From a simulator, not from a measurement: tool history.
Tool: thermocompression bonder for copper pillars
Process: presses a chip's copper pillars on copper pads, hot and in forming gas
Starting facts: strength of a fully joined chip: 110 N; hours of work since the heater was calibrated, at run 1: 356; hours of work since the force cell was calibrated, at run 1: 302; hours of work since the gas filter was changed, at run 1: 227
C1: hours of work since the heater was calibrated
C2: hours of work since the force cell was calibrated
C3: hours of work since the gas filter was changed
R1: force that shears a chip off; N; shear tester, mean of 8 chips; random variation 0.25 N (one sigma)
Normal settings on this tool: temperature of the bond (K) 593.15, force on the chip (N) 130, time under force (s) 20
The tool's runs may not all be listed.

{"run": 1, "day": 0.0, "temperature of the bond (K)": 593.15, "force on the chip (N)": 130, "time under force (s)": 20, "C1": 356, "C2": 302, "C3": 227, "R1": 39.8}
{"run": 2, "day": 1.483, "temperature of the bond (K)": 593.15, "force on the chip (N)": 130, "time under force (s)": 20, "C1": 376, "C2": 322, "C3": 247, "R1": 40.0}
{"run": 3, "day": 3.504, "temperature of the bond (K)": 593.15, "force on the chip (N)": 130, "time under force (s)": 20, "C1": 404, "C2": 350, "C3": 275, "R1": 39.9}
{"run": 4, "day": 5.067, "temperature of the bond (K)": 593.15, "force on the chip (N)": 83, "time under force (s)": 20, "C1": 425, "C2": 371, "C3": 296, "R1": 23.8}
{"run": 5, "day": 6.317, "temperature of the bond (K)": 593.15, "force on the chip (N)": 83, "time under force (s)": 20, "C1": 442, "C2": 388, "C3": 313, "R1": 23.5}
{"run": 6, "day": 7.962, "temperature of the bond (K)": 619.15, "force on the chip (N)": 130, "time under force (s)": 20, "C1": 464, "C2": 410, "C3": 335, "R1": 53.6}
{"day": 9.008, "done": "forming gas filter changed"}
{"run": 7, "day": 9.796, "temperature of the bond (K)": 593.15, "force on the chip (N)": 130, "time under force (s)": 20, "C1": 489, "C2": 435, "C3": 11, "R1": 42.4}
{"run": 8, "day": 11.371, "temperature of the bond (K)": 593.15, "force on the chip (N)": 130, "time under force (s)": 20, "C1": 510, "C2": 456, "C3": 32, "R1": 42.2}
{"run": 9, "day": 13.012, "temperature of the bond (K)": 593.15, "force on the chip (N)": 146, "time under force (s)": 20, "C1": 532, "C2": 479, "C3": 54, "R1": 47.9}
{"run": 10, "day": 13.996, "temperature of the bond (K)": 593.15, "force on the chip (N)": 130, "time under force (s)": 20, "C1": 546, "C2": 492, "C3": 68, "R1": 41.9}
{"run": 11, "day": 15.029, "temperature of the bond (K)": 593.15, "force on the chip (N)": 130, "time under force (s)": 20, "C1": 560, "C2": 506, "C3": 82, "R1": 41.8}
{"run": 12, "day": 16.467, "temperature of the bond (K)": 593.15, "force on the chip (N)": 166, "time under force (s)": 20, "C1": 579, "C2": 526, "C3": 101, "R1": 54.2}
{"run": 13, "day": 18.083, "temperature of the bond (K)": 593.15, "force on the chip (N)": 130, "time under force (s)": 20, "C1": 601, "C2": 547, "C3": 123, "R1": 42.4}
{"run": 14, "day": 19.467, "temperature of the bond (K)": 586.15, "force on the chip (N)": 130, "time under force (s)": 20, "C1": 620, "C2": 566, "C3": 142, "R1": 38.2}
{"run": 15, "day": 20.558, "temperature of the bond (K)": 593.15, "force on the chip (N)": 130, "time under force (s)": 19, "C1": 635, "C2": 581, "C3": 157, "R1": 41.3}
{"run": 16, "day": 22.6, "temperature of the bond (K)": 571.15, "force on the chip (N)": 130, "time under force (s)": 20, "C1": 662, "C2": 609, "C3": 184, "R1": 30.9}
{"run": 17, "day": 23.817, "temperature of the bond (K)": 614.15, "force on the chip (N)": 130, "time under force (s)": 20, "C1": 679, "C2": 625, "C3": 201, "R1": 53.6}
{"run": 18, "day": 25.958, "temperature of the bond (K)": 593.15, "force on the chip (N)": 130, "time under force (s)": 20, "C1": 708, "C2": 654, "C3": 230, "R1": 41.8}
{"run": 19, "day": 26.858, "temperature of the bond (K)": 593.15, "force on the chip (N)": 130, "time under force (s)": 20, "C1": 720, "C2": 667, "C3": 242, "R1": 41.3}
{"run": 20, "day": 28.704, "temperature of the bond (K)": 593.15, "force on the chip (N)": 130, "time under force (s)": 20, "C1": 745, "C2": 692, "C3": 267, "R1": 41.8}
{"run": 21, "day": 30.588, "temperature of the bond (K)": 593.15, "force on the chip (N)": 130, "time under force (s)": 20, "C1": 771, "C2": 717, "C3": 293, "R1": 41.6}
{"run": 22, "day": 31.654, "temperature of the bond (K)": 593.15, "force on the chip (N)": 130, "time under force (s)": 60, "C1": 785, "C2": 732, "C3": 307, "R1": 61.1}
{"run": 23, "day": 32.908, "temperature of the bond (K)": 593.15, "force on the chip (N)": 130, "time under force (s)": 60, "C1": 802, "C2": 749, "C3": 324, "R1": 61.1}
{"run": 24, "day": 34.075, "temperature of the bond (K)": 593.15, "force on the chip (N)": 83, "time under force (s)": 32, "C1": 818, "C2": 765, "C3": 340, "R1": 30.1}
{"day": 34.792, "done": "forming gas filter changed"}
{"run": 25, "day": 35.538, "temperature of the bond (K)": 593.15, "force on the chip (N)": 83, "time under force (s)": 32, "C1": 838, "C2": 784, "C3": 10, "R1": 32.3}
{"run": 26, "day": 37.575, "temperature of the bond (K)": 574.15, "force on the chip (N)": 172, "time under force (s)": 32, "C1": 865, "C2": 812, "C3": 38, "R1": 55.4}
{"run": 27, "day": 38.496, "temperature of the bond (K)": 577.15, "force on the chip (N)": 95, "time under force (s)": 57, "C1": 878, "C2": 824, "C3": 50, "R1": 38.3}
{"run": 28, "day": 40.538, "temperature of the bond (K)": 577.15, "force on the chip (N)": 95, "time under force (s)": 57, "C1": 906, "C2": 852, "C3": 78, "R1": 37.8}
{"day": 41.017, "done": "force cell calibrated"}
{"run": 29, "day": 42.575, "temperature of the bond (K)": 577.15, "force on the chip (N)": 95, "time under force (s)": 57, "C1": 932, "C2": 21, "C3": 105, "R1": 35.8}
{"run": 30, "day": 44.442, "temperature of the bond (K)": 588.15, "force on the chip (N)": 93, "time under force (s)": 43, "C1": 958, "C2": 47, "C3": 130, "R1": 36.7}
{"run": 31, "day": 45.362, "temperature of the bond (K)": 588.15, "force on the chip (N)": 93, "time under force (s)": 30, "C1": 970, "C2": 59, "C3": 143, "R1": 31.8}
{"run": 32, "day": 46.371, "temperature of the bond (K)": 588.15, "force on the chip (N)": 93, "time under force (s)": 30, "C1": 984, "C2": 73, "C3": 156, "R1": 31.9}
{"run": 33, "day": 47.338, "temperature of the bond (K)": 588.15, "force on the chip (N)": 93, "time under force (s)": 30, "C1": 997, "C2": 86, "C3": 169, "R1": 31.9}
{"run": 34, "day": 48.575, "temperature of the bond (K)": 614.15, "force on the chip (N)": 159, "time under force (s)": 14, "C1": 1014, "C2": 103, "C3": 186, "R1": 56.8}
{"run": 35, "day": 49.871, "temperature of the bond (K)": 614.15, "force on the chip (N)": 174, "time under force (s)": 14, "C1": 1032, "C2": 120, "C3": 204, "R1": 62.4}
{"run": 36, "day": 51.396, "temperature of the bond (K)": 593.15, "force on the chip (N)": 130, "time under force (s)": 57, "C1": 1052, "C2": 141, "C3": 225, "R1": 59.9}
{"run": 37, "day": 53.238, "temperature of the bond (K)": 593.15, "force on the chip (N)": 82, "time under force (s)": 20, "C1": 1077, "C2": 166, "C3": 250, "R1": 24.8}
{"run": 38, "day": 55.308, "temperature of the bond (K)": 576.15, "force on the chip (N)": 124, "time under force (s)": 43, "C1": 1105, "C2": 194, "C3": 278, "R1": 42.6}
{"run": 39, "day": 57.342, "temperature of the bond (K)": 572.15, "force on the chip (N)": 115, "time under force (s)": 43, "C1": 1133, "C2": 222, "C3": 305, "R1": 37.2}

How the hidden state differs across the entries between the runs, from the last listed run before each to the first after it:
Between runs 6 and 7: forming gas filter changed (day 9.008)
  true temperature of the bond over the reading, C: 2.6 -> 2.7; force that reaches the chip, % of what is set: 102.5 -> 102.6; oxide that the forming gas leaves, % of the face: 6.97 -> 0.82
  what was measured, less what the result would be without the hidden state, R1: -0.9 -> +2.6 N
Between runs 24 and 25: forming gas filter changed (day 34.792)
  true temperature of the bond over the reading, C: 4.8 -> 4.9; force that reaches the chip, % of what is set: 104.5 -> 104.6; oxide that the forming gas leaves, % of the face: 7.31 -> 0.69
  what was measured, less what the result would be without the hidden state, R1: +1.4 -> +3.7 N
Between runs 28 and 29: force cell calibrated (day 41.017)
  true temperature of the bond over the reading, C: 5.3 -> 5.5; force that reaches the chip, % of what is set: 105 -> 100.3; oxide that the forming gas leaves, % of the face: 2.05 -> 2.58
  what was measured, less what the result would be without the hidden state, R1: +4.2 -> +2.1 N
